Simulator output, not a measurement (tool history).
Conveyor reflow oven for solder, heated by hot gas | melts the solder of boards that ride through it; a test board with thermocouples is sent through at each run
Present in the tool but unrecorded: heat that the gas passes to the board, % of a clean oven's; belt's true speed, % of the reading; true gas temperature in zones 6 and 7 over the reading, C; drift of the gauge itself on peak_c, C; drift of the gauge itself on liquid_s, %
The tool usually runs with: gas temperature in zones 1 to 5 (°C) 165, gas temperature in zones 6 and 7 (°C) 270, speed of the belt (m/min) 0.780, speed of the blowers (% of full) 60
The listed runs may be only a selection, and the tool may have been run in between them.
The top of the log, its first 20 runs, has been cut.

run   hour  gas temperature in zones 1 to 5 (°C)  gas temperature in zones 6 and 7 (°C)  speed of the belt (m/min)  speed of the blowers (% of full)  hours of work since the flux was cleaned out  hours of work since the belt drive was overhauled  hours of work since the thermocouples were changed  highest temperature of the board (°C)  time above the solder's melting point (s)
 21  296.4                                   178                                    280                      0.909                                83                                            53                                                397                                                 425                                  258.4                                       42.3
 22  307.2                                   165                                    262                      0.663                                60                                            59                                                403                                                 431                                  243.9                                       44.0
 23  322.7                                   163                                    262                      0.663                                60                                            68                                                412                                                 440                                  243.4                                       44.3
 24  336.5                                   165                                    270                      0.780                                63                                            76                                                420                                                 448                                  246.3                                       37.5
 25  352.9                                   165                                    275                      0.820                                60                                            85                                                429                                                 457                                  246.9                                       35.9
 26  371.2                                   164                                    272                      0.797                                86                                            96                                                439                                                 467                                  254.5                                       43.7
 27  381.5                                   151                                    270                      0.743                                74                                           101                                                445                                                 473                                  249.2                                       40.3
 28  392.4                                   151                                    270                      0.743                                74                                           108                                                452                                                 480                                  249.3                                       40.4
 29  407.3                                   151                                    270                      0.743                                74                                           116                                                460                                                 488                                  249.1                                       40.5
 30  422.3                                   165                                    270                      0.761                                60                                           125                                                469                                                 497                                  245.3                                       39.3
 31  430.4                                   165                                    279                      0.887                                54                                           129                                                473                                                 501                                  241.3                                       28.2

Consider 3 possible next runs. They are alternatives, not a sequence: every one starts from the tool as it was left by run 31. What does each give?
  A  442.5                                   162                                    264                      0.757                                54                                           136                                                480                                                 508                                      ?                                          ?
  B  442.5                                   151                                    279                      0.887                                66                                           136                                                480                                                 508                                      ?                                          ?
  C  442.5                                   165                                    272                      0.643                                80                                           136                                                480                                                 508                                      ?                                          ?

run  highest temperature of the board (°C)  time above the solder's melting point (s)
  A                                  237.0                                       29.8
  B                                  244.6                                       28.3
  C                                  260.3                                       58.3
With the hidden condition removed and each run's random variation left untouched, the same runs would have given:
run  highest temperature of the board (°C)  time above the solder's melting point (s)
  A                                  237.6                                       30.6
  B                                  246.1                                       29.3
  C                                  260.9                                       58.5
